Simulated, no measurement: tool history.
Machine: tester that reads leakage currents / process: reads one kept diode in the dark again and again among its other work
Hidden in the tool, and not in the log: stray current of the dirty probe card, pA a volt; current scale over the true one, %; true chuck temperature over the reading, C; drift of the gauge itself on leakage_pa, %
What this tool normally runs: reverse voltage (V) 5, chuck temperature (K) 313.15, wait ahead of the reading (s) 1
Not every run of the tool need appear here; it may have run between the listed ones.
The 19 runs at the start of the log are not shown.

| run | day | reverse voltage (V) | chuck temperature (K) | wait ahead of the reading (s) | hours of work since the probe card was cleaned | hours of work since the tester was calibrated | hours of work since the chuck was calibrated | current that the tester gives (pA) |
|---|---|---|---|---|---|---|---|---|
| 20 | 95.442 | 2.81 | 313.15 | 1 | 156 | 2803 | 635 | 165.63 |
| 21 | 98.729 | 1.56 | 331.15 | 0.42 | 206 | 2852 | 684 | 478.52 |
| 22 | 105.117 | 3.5 | 317.15 | 0.6 | 302 | 2948 | 780 | 251.02 |
| 23 | 112.388 | 3.5 | 317.15 | 0.6 | 411 | 3057 | 889 | 251.67 |
| 24 | 118.117 | 2 | 312.15 | 1.09 | 497 | 3143 | 975 | 130.51 |
| 25 | 122.796 | 2 | 312.15 | 1.09 | 567 | 3214 | 1046 | 130.15 |
| 26 | 128.042 | 2 | 312.15 | 1.09 | 646 | 3292 | 1124 | 130.45 |
| 27 | 133.304 | 6.06 | 313.15 | 0.55 | 724 | 3371 | 1203 | 238.6 |
|  | 139.492 | tester calibrated |
| 28 | 139.708 | 6.06 | 313.15 | 0.42 | 819 | 3 | 1298 | 239.73 |
| 29 | 146.988 | 9.59 | 311.15 | 0.42 | 929 | 112 | 1407 | 255.94 |
| 30 | 152.288 | 1.72 | 297.15 | 0.56 | 1008 | 192 | 1487 | 35.73 |
| 31 | 157.75 | 4.16 | 316.15 | 0.56 | 1090 | 274 | 1569 | 251.03 |
| 32 | 163.058 | 5.43 | 308.15 | 3.35 | 1170 | 354 | 1649 | 149.85 |
| 33 | 167.396 | 5.43 | 298.15 | 1.36 | 1235 | 419 | 1714 | 65.7 |
| 34 | 170.875 | 5 | 331.15 | 1 | 1287 | 471 | 1766 | 821.83 |
|  | 176.808 | chuck's temperature calibrated |
| 35 | 177.138 | 5 | 325.15 | 0.95 | 1380 | 564 | 5 | 538.29 |
| 36 | 180.821 | 1.8 | 294.15 | 1.09 | 1435 | 619 | 60 | 27.77 |
| 37 | 186.9 | 1.8 | 294.15 | 1.09 | 1526 | 710 | 151 | 27.65 |
| 38 | 191.304 | 1.77 | 310.15 | 2.59 | 1592 | 776 | 218 | 104.05 |
| 39 | 197.246 | 1.35 | 295.15 | 2.59 | 1682 | 865 | 307 | 26.14 |

Predict each of these 4 candidate next runs independently; none follows another, all start after run 39:
| A | 204.004 | 2.84 | 304.15 | 1 | 1783 | 967 | 408 | ? |
| B | 204.004 | 6.87 | 295.15 | 2.59 | 1783 | 967 | 408 | ? |
| C | 204.004 | 15.55 | 319.15 | 1 | 1783 | 967 | 408 | ? |
| D | 204.004 | 7.31 | 294.15 | 0.82 | 1783 | 967 | 408 | ? |

| run | current that the tester gives (pA) |
|---|---|
| A | 80.69 |
| B | 56.09 |
| C | 587.12 |
| D | 55.12 |
Had the tool no hidden state, the same runs would have come out as:
| run | current that the tester gives (pA) |
|---|---|
| A | 80.65 |
| B | 55.98 |
| C | 586.91 |
| D | 55 |
